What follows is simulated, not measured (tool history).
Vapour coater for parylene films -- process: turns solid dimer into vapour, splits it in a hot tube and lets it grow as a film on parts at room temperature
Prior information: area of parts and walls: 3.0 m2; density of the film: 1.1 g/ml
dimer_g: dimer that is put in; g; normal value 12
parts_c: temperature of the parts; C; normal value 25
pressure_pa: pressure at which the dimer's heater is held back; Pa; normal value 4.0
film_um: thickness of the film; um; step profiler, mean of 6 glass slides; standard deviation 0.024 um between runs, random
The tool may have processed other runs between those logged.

run 1 hour=0.0 | dimer_g=12 parts_c=25 pressure_pa=4.0 | film_um=2.86
run 2 hour=12.8 | dimer_g=12 parts_c=25 pressure_pa=4.0 | film_um=2.81
run 3 hour=36.2 | dimer_g=12 parts_c=25 pressure_pa=4.0 | film_um=2.80
run 4 hour=48.8 | dimer_g=12 parts_c=31 pressure_pa=4.0 | film_um=2.19
run 5 hour=72.2 | dimer_g=12 parts_c=31 pressure_pa=4.0 | film_um=2.19
run 6 hour=86.8 | dimer_g=12 parts_c=25 pressure_pa=4.0 | film_um=2.80
run 7 hour=112.0 | dimer_g=12 parts_c=31 pressure_pa=4.0 | film_um=2.19
run 8 hour=127.5 | dimer_g=12 parts_c=25 pressure_pa=4.0 | film_um=2.79
run 9 hour=141.4 | dimer_g=12 parts_c=25 pressure_pa=4.0 | film_um=2.78
run 10 hour=167.4 | dimer_g=12 parts_c=25 pressure_pa=4.0 | film_um=2.78
run 11 hour=186.3 | dimer_g=12 parts_c=37 pressure_pa=4.0 | film_um=1.68
run 12 hour=209.5 | dimer_g=12 parts_c=37 pressure_pa=4.0 | film_um=1.66
run 13 hour=222.4 | dimer_g=12 parts_c=37 pressure_pa=4.0 | film_um=1.72
run 14 hour=238.3 | dimer_g=12 parts_c=37 pressure_pa=4.0 | film_um=1.68
run 15 hour=265.6 | dimer_g=12 parts_c=25 pressure_pa=2.9 | film_um=2.89
run 16 hour=278.0 | dimer_g=12 parts_c=25 pressure_pa=4.0 | film_um=2.81
run 17 hour=301.8 | dimer_g=12 parts_c=25 pressure_pa=4.0 | film_um=2.79
run 18 hour=322.3 | dimer_g=12 parts_c=25 pressure_pa=4.0 | film_um=2.77
run 19 hour=348.3 | dimer_g=9 parts_c=25 pressure_pa=4.0 | film_um=2.08
run 20 hour=367.3 | dimer_g=9 parts_c=25 pressure_pa=4.0 | film_um=2.06
run 21 hour=384.6 | dimer_g=9 parts_c=25 pressure_pa=4.0 | film_um=2.07
run 22 hour=406.8 | dimer_g=9 parts_c=25 pressure_pa=4.0 | film_um=2.03
run 23 hour=433.1 | dimer_g=9 parts_c=25 pressure_pa=4.0 | film_um=2.06
run 24 hour=459.2 | dimer_g=15 parts_c=25 pressure_pa=4.0 | film_um=3.41
run 25 hour=486.3 | dimer_g=15 parts_c=25 pressure_pa=4.0 | film_um=3.43

The next listed run, before its measurement:
run 26 hour=508.6 | dimer_g=15 parts_c=25 pressure_pa=4.0 | film_um=?

film_um: 3.38 um
Take away the tool's hidden state, keep the run-to-run variation as it was, and the same run would have given film_um 3.64 um.

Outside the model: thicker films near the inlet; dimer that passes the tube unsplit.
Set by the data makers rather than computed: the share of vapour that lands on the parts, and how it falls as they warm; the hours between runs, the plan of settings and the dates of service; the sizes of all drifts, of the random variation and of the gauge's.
